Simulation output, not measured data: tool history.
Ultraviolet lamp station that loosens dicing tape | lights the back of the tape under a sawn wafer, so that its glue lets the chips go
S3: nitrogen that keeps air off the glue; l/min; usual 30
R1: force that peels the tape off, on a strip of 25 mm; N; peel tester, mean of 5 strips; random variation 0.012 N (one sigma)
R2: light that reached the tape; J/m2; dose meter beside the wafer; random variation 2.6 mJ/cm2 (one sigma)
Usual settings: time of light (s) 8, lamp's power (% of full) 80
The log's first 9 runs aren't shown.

Run 10, day 25.425: usual settings but time of light (s) 9. Result: R1 0.464 N, R2 3900 J/m2.
Run 11, day 29.058: usual settings but time of light (s) 9. Result: R1 0.436 N, R2 3840 J/m2.
Run 12, day 32.992: usual settings but time of light (s) 9. Result: R1 0.448 N, R2 3860 J/m2.
Run 13, day 36.983: usual settings but time of light (s) 9, lamp's power (% of full) 85. Result: R1 0.408 N, R2 4200 J/m2.
At day 37.625: window cleaned of glue's vapour.
Run 14, day 40.846: usual settings but time of light (s) 9, lamp's power (% of full) 85. Result: R1 0.404 N, R2 4090 J/m2.
At day 41.442: lamp changed.
Run 15, day 43.346: usual settings but time of light (s) 9, lamp's power (% of full) 85. Result: R1 0.404 N, R2 4160 J/m2.
Run 16, day 45.454: usual settings but time of light (s) 5, lamp's power (% of full) 85. Result: R1 1.131 N, R2 2310 J/m2.
Run 17, day 47.871: usual settings but time of light (s) 5, lamp's power (% of full) 85. Result: R1 1.101 N, R2 2300 J/m2.
Run 18, day 50.483: usual settings but time of light (s) 9, lamp's power (% of full) 85. Result: R1 0.388 N, R2 4130 J/m2.
Run 19, day 54.179: usual settings but time of light (s) 9, lamp's power (% of full) 85. Result: R1 0.405 N, R2 4140 J/m2.
Run 20, day 56.671: usual settings but time of light (s) 6, lamp's power (% of full) 98. Result: R1 0.666 N, R2 3140 J/m2.
At day 56.929: window cleaned of glue's vapour.
Run 21, day 60.433: usual settings but time of light (s) 10, S3 10 l/min. Result: R1 0.845 N, R2 4300 J/m2.
Run 22, day 64.496: usual settings but time of light (s) 10, lamp's power (% of full) 81, S3 35 l/min. Result: R1 0.325 N, R2 4370 J/m2.
Run 23, day 66.492: usual settings but time of light (s) 10, lamp's power (% of full) 81, S3 38 l/min. Result: R1 0.296 N, R2 4360 J/m2.
Run 24, day 70.017: usual settings but time of light (s) 12, lamp's power (% of full) 81, S3 18 l/min. Result: R1 0.373 N, R2 5210 J/m2.
Run 25, day 71.825: usual settings but time of light (s) 12, lamp's power (% of full) 81, S3 18 l/min. Result: R1 0.373 N, R2 5290 J/m2.
Run 26, day 75.55: usual settings but time of light (s) 12, lamp's power (% of full) 94, S3 18 l/min. Result: R1 0.273 N, R2 6040 J/m2.
At day 76.025: window cleaned of glue's vapour.
Run 27, day 77.317: usual settings but time of light (s) 12, lamp's power (% of full) 94, S3 18 l/min. Result: R1 0.292 N, R2 6090 J/m2.
Run 28, day 80.612: usual settings but time of light (s) 6, lamp's power (% of full) 92, S3 29 l/min. Result: R1 0.78 N, R2 3010 J/m2.
Run 29, day 84.25: usual settings but time of light (s) 6, lamp's power (% of full) 92, S3 29 l/min. Result: R1 0.742 N, R2 2980 J/m2.
Run 30, day 85.983: usual settings but time of light (s) 13, lamp's power (% of full) 71, S3 43 l/min. Result: R1 0.219 N, R2 4970 J/m2.
Run 31, day 89.929: usual settings but time of light (s) 10, S3 12 l/min. Result: R1 0.774 N, R2 4320 J/m2.
At day 93.388: lamp changed.
Run 32, day 94.029: usual settings but time of light (s) 10, S3 12 l/min. Result: R1 0.76 N, R2 4290 J/m2.
At day 95.208: window cleaned of glue's vapour.
Run 33, day 97.517: usual settings but time of light (s) 10, S3 12 l/min. Result: R1 0.742 N, R2 4330 J/m2.

4 ways to go on from here, each from the tool as it stands after run 33. What would each give?
Run A, day 101.696: usual settings but time of light (s) 5, lamp's power (% of full) 61, S3 26 l/min. Result: R1 ?, R2 ?.
Run B, day 101.696: usual settings but time of light (s) 10, lamp's power (% of full) 70, S3 9 l/min. Result: R1 ?, R2 ?.
Run C, day 101.696: usual settings but S3 9 l/min. Result: R1 ?, R2 ?.
Run D, day 101.696: usual settings but lamp's power (% of full) 81, S3 40 l/min. Result: R1 ?, R2 ?.

run     R1    R2
  A   1.82  1650
  B  1.121  3760
  C  1.272  3470
  D  0.449  3500
Without the tool's hidden state the same runs would have given:
run     R1    R2
  A  1.818  1660
  B  1.119  3770
  C   1.27  3470
  D  0.448  3500
